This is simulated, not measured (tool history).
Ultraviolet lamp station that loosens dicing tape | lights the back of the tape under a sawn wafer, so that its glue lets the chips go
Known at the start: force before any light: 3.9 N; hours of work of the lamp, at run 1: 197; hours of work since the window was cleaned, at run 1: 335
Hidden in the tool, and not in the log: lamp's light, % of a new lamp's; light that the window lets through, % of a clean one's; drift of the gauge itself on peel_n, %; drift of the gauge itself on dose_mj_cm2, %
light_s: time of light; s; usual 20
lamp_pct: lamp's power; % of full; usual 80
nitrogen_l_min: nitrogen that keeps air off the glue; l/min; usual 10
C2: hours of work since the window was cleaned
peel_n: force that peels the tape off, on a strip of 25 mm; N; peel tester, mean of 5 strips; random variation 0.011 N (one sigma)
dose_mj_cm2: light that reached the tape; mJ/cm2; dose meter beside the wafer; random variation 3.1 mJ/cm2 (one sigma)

Run 1, day 0.000: usual settings; hours of work of the lamp 197; C2 335. Result: peel_n 0.655 N, dose_mj_cm2 375 mJ/cm2.
Run 2, day 0.358: usual settings but lamp_pct 62 % of full; hours of work of the lamp 201; C2 339. Result: peel_n 0.983 N, dose_mj_cm2 294 mJ/cm2.
Run 3, day 0.742: usual settings but light_s 10 s; hours of work of the lamp 206; C2 344. Result: peel_n 1.530 N, dose_mj_cm2 188 mJ/cm2.
Run 4, day 1.083: usual settings but light_s 10 s; hours of work of the lamp 210; C2 348. Result: peel_n 1.576 N, dose_mj_cm2 189 mJ/cm2.
Run 5, day 1.488: usual settings but light_s 10 s; hours of work of the lamp 215; C2 353. Result: peel_n 1.585 N, dose_mj_cm2 186 mJ/cm2.
Run 6, day 1.712: usual settings but light_s 10 s, nitrogen_l_min 4 l/min; hours of work of the lamp 218; C2 356. Result: peel_n 1.897 N, dose_mj_cm2 190 mJ/cm2.
Run 7, day 2.008: usual settings but light_s 10 s, nitrogen_l_min 4 l/min; hours of work of the lamp 221; C2 359. Result: peel_n 1.901 N, dose_mj_cm2 189 mJ/cm2.
Run 8, day 2.300: usual settings but light_s 10 s, nitrogen_l_min 4 l/min; hours of work of the lamp 225; C2 363. Result: peel_n 1.957 N, dose_mj_cm2 185 mJ/cm2.
At day 2.346: window cleaned of glue's vapour.
Run 9, day 2.617: usual settings but light_s 10 s, nitrogen_l_min 4 l/min; hours of work of the lamp 228; C2 3. Result: peel_n 2.000 N, dose_mj_cm2 172 mJ/cm2.
Run 10, day 2.842: usual settings but light_s 10 s, nitrogen_l_min 4 l/min; hours of work of the lamp 231; C2 6. Result: peel_n 2.115 N, dose_mj_cm2 170 mJ/cm2.
Run 11, day 3.162: usual settings but light_s 10 s, nitrogen_l_min 4 l/min; hours of work of the lamp 235; C2 10. Result: peel_n 2.071 N, dose_mj_cm2 168 mJ/cm2.
Run 12, day 3.575: usual settings but light_s 10 s, nitrogen_l_min 4 l/min; hours of work of the lamp 240; C2 15. Result: peel_n 2.085 N, dose_mj_cm2 167 mJ/cm2.
Run 13, day 4.042: usual settings but light_s 10 s, nitrogen_l_min 9 l/min; hours of work of the lamp 245; C2 20. Result: peel_n 1.690 N, dose_mj_cm2 169 mJ/cm2.
Run 14, day 4.450: usual settings but nitrogen_l_min 4 l/min; hours of work of the lamp 250; C2 25. Result: peel_n 1.164 N, dose_mj_cm2 337 mJ/cm2.
Run 15, day 4.683: usual settings but light_s 40 s, lamp_pct 71 % of full, nitrogen_l_min 12 l/min; hours of work of the lamp 253; C2 28. Result: peel_n 0.278 N, dose_mj_cm2 600 mJ/cm2.
At day 5.004: window cleaned of glue's vapour, once more.
Run 16, day 5.038: usual settings but light_s 10 s, lamp_pct 69 % of full, nitrogen_l_min 5 l/min; hours of work of the lamp 257; C2 0. Result: peel_n 1.898 N, dose_mj_cm2 183 mJ/cm2.
Run 17, day 5.392: usual settings but lamp_pct 93 % of full, nitrogen_l_min 4 l/min; hours of work of the lamp 261; C2 5. Result: peel_n 0.699 N, dose_mj_cm2 487 mJ/cm2.
Run 18, day 5.800: usual settings but light_s 13 s, lamp_pct 93 % of full, nitrogen_l_min 17 l/min; hours of work of the lamp 266; C2 9. Result: peel_n 0.740 N, dose_mj_cm2 314 mJ/cm2.
Run 19, day 6.221: usual settings but light_s 22 s, lamp_pct 73 % of full, nitrogen_l_min 9 l/min; hours of work of the lamp 271; C2 15. Result: peel_n 0.607 N, dose_mj_cm2 412 mJ/cm2.
Run 20, day 6.683: usual settings but light_s 22 s, lamp_pct 73 % of full, nitrogen_l_min 9 l/min; hours of work of the lamp 277; C2 20. Result: peel_n 0.617 N, dose_mj_cm2 414 mJ/cm2.
Run 21, day 6.912: usual settings but light_s 34 s, lamp_pct 73 % of full, nitrogen_l_min 6 l/min; hours of work of the lamp 279; C2 23. Result: peel_n 0.334 N, dose_mj_cm2 644 mJ/cm2.
Run 22, day 7.304: usual settings but light_s 13 s, lamp_pct 96 % of full, nitrogen_l_min 4 l/min; hours of work of the lamp 284; C2 28. Result: peel_n 1.191 N, dose_mj_cm2 322 mJ/cm2.
Run 23, day 7.688: usual settings but light_s 31 s; hours of work of the lamp 289; C2 32. Result: peel_n 0.252 N, dose_mj_cm2 640 mJ/cm2.
Run 24, day 8.150: usual settings but light_s 24 s, nitrogen_l_min 4 l/min; hours of work of the lamp 294; C2 38. Result: peel_n 0.640 N, dose_mj_cm2 493 mJ/cm2.
Run 25, day 8.454: usual settings but lamp_pct 88 % of full, nitrogen_l_min 8 l/min; hours of work of the lamp 298; C2 41. Result: peel_n 0.560 N, dose_mj_cm2 448 mJ/cm2.
Run 26, day 8.662: usual settings but lamp_pct 88 % of full, nitrogen_l_min 8 l/min; hours of work of the lamp 300; C2 44. Result: peel_n 0.562 N, dose_mj_cm2 453 mJ/cm2.

4 ways to go on from here, each from the tool as it stands after run 26. What would each give?
Run A, day 8.958: usual settings but light_s 15 s; hours of work of the lamp 304; C2 47. Result: peel_n ?, dose_mj_cm2 ?.
Run B, day 8.958: usual settings but light_s 19 s, nitrogen_l_min 3 l/min; hours of work of the lamp 304; C2 47. Result: peel_n ?, dose_mj_cm2 ?.
Run C, day 8.958: usual settings but nitrogen_l_min 4 l/min; hours of work of the lamp 304; C2 47. Result: peel_n ?, dose_mj_cm2 ?.
Run D, day 8.958: usual settings but light_s 30 s, lamp_pct 88 % of full, nitrogen_l_min 8 l/min; hours of work of the lamp 304; C2 47. Result: peel_n ?, dose_mj_cm2 ?.

run  peel_n  dose_mj_cm2
  A   0.909          308
  B   1.045          390
  C   0.894          406
  D   0.272          674
Without the tool's hidden state the same runs would have given:
run  peel_n  dose_mj_cm2
  A   0.753          352
  B   0.879          445
  C   0.738          464
  D   0.216          769
